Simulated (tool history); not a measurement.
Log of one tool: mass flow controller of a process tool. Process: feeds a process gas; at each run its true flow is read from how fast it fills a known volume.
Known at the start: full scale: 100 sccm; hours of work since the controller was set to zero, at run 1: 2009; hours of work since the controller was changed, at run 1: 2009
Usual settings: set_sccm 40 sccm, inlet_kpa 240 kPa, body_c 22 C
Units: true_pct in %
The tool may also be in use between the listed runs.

run    hour  set_sccm  inlet_kpa  body_c  hours of work since the controller was set to zero  hours of work since the controller was changed  true_pct
  1     0.0        40        240      22                                                2009                                            2009     99.04
  2   277.3        29        240      22                                                2094                                            2094     98.40
  3   660.5        26        240      22                                                2210                                            2210     98.16
  4   865.8        40        217      22                                                2273                                            2273     99.27
  5  1201.0        40        240      22                                                2375                                            2375     99.22
  6  1554.2        40        240      22                                                2482                                            2482     99.19
  7  1925.3        40        240      22                                                2595                                            2595     99.28
  8  2187.1        40        240      22                                                2675                                            2675     99.38
  9  2367.6        40        240      22                                                2730                                            2730     99.30
 10  2577.2        40        240      22                                                2793                                            2793     99.60
 11  2906.6        40        240      22                                                2894                                            2894     99.45
 12  3286.2        40        240      22                                                3009                                            3009     99.45
 13  3515.9        16        240      22                                                3079                                            3079     97.13
 14  3847.7        40        240      22                                                3180                                            3180     99.58
 15  4150.1        40        240      22                                                3272                                            3272     99.55
 16  4350.5        40        240      22                                                3333                                            3333     99.74
 17  4544.2        40        240      30                                                3392                                            3392     99.40
 18  4767.6        36        169      25                                                3460                                            3460     99.81
 19  5036.6        73        219      23                                                3542                                            3542    101.27
 20  5198.9        71        265      23                                                3591                                            3591    101.11
 21  5412.9        26        265      32                                                3656                                            3656     98.01
 22  5747.8        26        265      32                                                3758                                            3758     98.17
 23  6100.7        40        240      27                                                3865                                            3865     99.76
 24  6455.3        40        240      34                                                3973                                            3973     99.42
 25  6721.1        40        237      29                                                4054                                            4054     99.67
 26  7106.4        40        237      29                                                4171                                            4171     99.84
 27  7292.6        17        214      25                                                4228                                            4228     97.30
 28  7497.3        17        214      25                                                4290                                            4290     97.34
 29  7659.0        17        214      25                                                4340                                            4340     97.44

5 ways to go on from here, each from the tool as it stands after run 29. What would each give?
  A  7976.7        22        223      35                                                4436                                            4436         ?
  B  7976.7        38        199      24                                                4436                                            4436         ?
  C  7976.7        17        159      25                                                4436                                            4436         ?
  D  7976.7        14        244      23                                                4436                                            4436         ?
  E  7976.7        17        200      35                                                4436                                            4436         ?

run  true_pct
  A     97.89
  B    100.15
  C     97.62
  D     96.33
  E     96.96
Without the tool's hidden state the same runs would have given:
run  true_pct
  A     97.06
  B     98.11
  C     97.65
  D     97.16
  E     96.99
